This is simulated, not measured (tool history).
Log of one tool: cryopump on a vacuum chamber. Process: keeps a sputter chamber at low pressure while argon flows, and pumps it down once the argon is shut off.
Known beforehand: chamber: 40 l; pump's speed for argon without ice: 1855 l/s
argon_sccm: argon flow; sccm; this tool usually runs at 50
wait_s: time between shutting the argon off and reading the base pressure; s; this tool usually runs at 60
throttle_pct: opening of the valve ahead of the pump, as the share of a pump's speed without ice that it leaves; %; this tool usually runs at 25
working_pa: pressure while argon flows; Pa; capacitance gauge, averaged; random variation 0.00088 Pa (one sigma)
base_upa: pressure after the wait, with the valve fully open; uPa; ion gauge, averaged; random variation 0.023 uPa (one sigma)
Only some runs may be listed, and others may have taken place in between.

{"run": 1, "hour": 0.0, "argon_sccm": 50, "wait_s": 60, "throttle_pct": 25, "working_pa": 0.1832, "base_upa": 1.11}
{"run": 2, "hour": 69.5, "argon_sccm": 50, "wait_s": 60, "throttle_pct": 25, "working_pa": 0.1834, "base_upa": 1.13}
{"run": 3, "hour": 150.8, "argon_sccm": 31, "wait_s": 60, "throttle_pct": 25, "working_pa": 0.1145, "base_upa": 1.2}
{"run": 4, "hour": 200.4, "argon_sccm": 50, "wait_s": 60, "throttle_pct": 25, "working_pa": 0.1861, "base_upa": 1.2}
{"run": 5, "hour": 239.4, "argon_sccm": 50, "wait_s": 60, "throttle_pct": 25, "working_pa": 0.1881, "base_upa": 1.23}
{"run": 6, "hour": 306.4, "argon_sccm": 50, "wait_s": 60, "throttle_pct": 25, "working_pa": 0.1884, "base_upa": 1.23}
{"run": 7, "hour": 376.1, "argon_sccm": 50, "wait_s": 60, "throttle_pct": 25, "working_pa": 0.191, "base_upa": 1.31}
{"hour": 441.7, "done": "pump warmed up, emptied and cooled again"}
{"run": 8, "hour": 451.4, "argon_sccm": 50, "wait_s": 60, "throttle_pct": 25, "working_pa": 0.183, "base_upa": 1.18}
{"run": 9, "hour": 496.2, "argon_sccm": 50, "wait_s": 60, "throttle_pct": 25, "working_pa": 0.1816, "base_upa": 1.22}
{"run": 10, "hour": 538.3, "argon_sccm": 50, "wait_s": 60, "throttle_pct": 25, "working_pa": 0.1847, "base_upa": 1.23}
{"run": 11, "hour": 597.4, "argon_sccm": 50, "wait_s": 60, "throttle_pct": 25, "working_pa": 0.1863, "base_upa": 1.25}
{"run": 12, "hour": 649.2, "argon_sccm": 50, "wait_s": 60, "throttle_pct": 25, "working_pa": 0.1868, "base_upa": 1.24}
{"run": 13, "hour": 687.5, "argon_sccm": 50, "wait_s": 60, "throttle_pct": 25, "working_pa": 0.1868, "base_upa": 1.29}
{"run": 14, "hour": 727.3, "argon_sccm": 50, "wait_s": 60, "throttle_pct": 25, "working_pa": 0.1891, "base_upa": 1.32}
{"run": 15, "hour": 800.8, "argon_sccm": 50, "wait_s": 60, "throttle_pct": 25, "working_pa": 0.1894, "base_upa": 1.27}
{"hour": 883.2, "done": "pump warmed up, emptied and cooled again"}
{"run": 16, "hour": 885.0, "argon_sccm": 50, "wait_s": 60, "throttle_pct": 26, "working_pa": 0.1764, "base_upa": 1.25}
{"hour": 901.1, "done": "leaking fittings of the chamber tightened, without venting"}
{"run": 17, "hour": 964.5, "argon_sccm": 74, "wait_s": 143, "throttle_pct": 20, "working_pa": 0.3411, "base_upa": 0.49}
{"run": 18, "hour": 1024.4, "argon_sccm": 58, "wait_s": 80, "throttle_pct": 18, "working_pa": 0.2964, "base_upa": 0.67}
{"run": 19, "hour": 1109.0, "argon_sccm": 50, "wait_s": 55, "throttle_pct": 25, "working_pa": 0.1859, "base_upa": 0.92}
{"run": 20, "hour": 1144.6, "argon_sccm": 61, "wait_s": 238, "throttle_pct": 57, "working_pa": 0.1056, "base_upa": 0.4}
{"run": 21, "hour": 1185.5, "argon_sccm": 61, "wait_s": 71, "throttle_pct": 41, "working_pa": 0.1417, "base_upa": 0.78}
{"run": 22, "hour": 1249.8, "argon_sccm": 34, "wait_s": 60, "throttle_pct": 25, "working_pa": 0.1293, "base_upa": 0.83}
{"hour": 1329.1, "done": "pump warmed up, emptied and cooled again"}
{"run": 23, "hour": 1331.2, "argon_sccm": 34, "wait_s": 60, "throttle_pct": 25, "working_pa": 0.1239, "base_upa": 0.84}
{"run": 24, "hour": 1384.0, "argon_sccm": 49, "wait_s": 97, "throttle_pct": 57, "working_pa": 0.0793, "base_upa": 0.64}
{"run": 25, "hour": 1448.1, "argon_sccm": 49, "wait_s": 97, "throttle_pct": 57, "working_pa": 0.0816, "base_upa": 0.64}
{"run": 26, "hour": 1525.7, "argon_sccm": 49, "wait_s": 97, "throttle_pct": 57, "working_pa": 0.0821, "base_upa": 0.71}
{"run": 27, "hour": 1566.6, "argon_sccm": 49, "wait_s": 97, "throttle_pct": 57, "working_pa": 0.0829, "base_upa": 0.69}
{"run": 28, "hour": 1642.8, "argon_sccm": 26, "wait_s": 60, "throttle_pct": 25, "working_pa": 0.0978, "base_upa": 0.97}
{"run": 29, "hour": 1691.4, "argon_sccm": 33, "wait_s": 29, "throttle_pct": 17, "working_pa": 0.181, "base_upa": 1.65}
{"run": 30, "hour": 1755.0, "argon_sccm": 50, "wait_s": 25, "throttle_pct": 38, "working_pa": 0.1293, "base_upa": 1.83}
{"hour": 1775.1, "done": "pump warmed up, emptied and cooled again"}
{"run": 31, "hour": 1845.2, "argon_sccm": 73, "wait_s": 109, "throttle_pct": 38, "working_pa": 0.1776, "base_upa": 0.65}
{"run": 32, "hour": 1914.4, "argon_sccm": 32, "wait_s": 119, "throttle_pct": 56, "working_pa": 0.0534, "base_upa": 0.64}

Each row is a separate what-if for the run after 32, all from the same tool condition, not one after another. Results?
{"run": "A", "hour": 1979.8, "argon_sccm": 66, "wait_s": 82, "throttle_pct": 38, "working_pa": "?", "base_upa": "?"}
{"run": "B", "hour": 1979.8, "argon_sccm": 27, "wait_s": 29, "throttle_pct": 36, "working_pa": "?", "base_upa": "?"}
{"run": "C", "hour": 1979.8, "argon_sccm": 32, "wait_s": 25, "throttle_pct": 32, "working_pa": "?", "base_upa": "?"}
{"run": "D", "hour": 1979.8, "argon_sccm": 32, "wait_s": 70, "throttle_pct": 56, "working_pa": "?", "base_upa": "?"}
{"run": "E", "hour": 1979.8, "argon_sccm": 72, "wait_s": 119, "throttle_pct": 56, "working_pa": "?", "base_upa": "?"}

run=A working_pa=0.1654 base_upa=0.80
run=B working_pa=0.0702 base_upa=1.66
run=C working_pa=0.0951 base_upa=1.86
run=D working_pa=0.0548 base_upa=0.87
run=E working_pa=0.1236 base_upa=0.69
Take away the tool's hidden state, keep each run's random variation, and the runs would have read:
run=A working_pa=0.1589 base_upa=0.59
run=B working_pa=0.0676 base_upa=1.44
run=C working_pa=0.0920 base_upa=1.64
run=D working_pa=0.0517 base_upa=0.65
run=E working_pa=0.1165 base_upa=0.47

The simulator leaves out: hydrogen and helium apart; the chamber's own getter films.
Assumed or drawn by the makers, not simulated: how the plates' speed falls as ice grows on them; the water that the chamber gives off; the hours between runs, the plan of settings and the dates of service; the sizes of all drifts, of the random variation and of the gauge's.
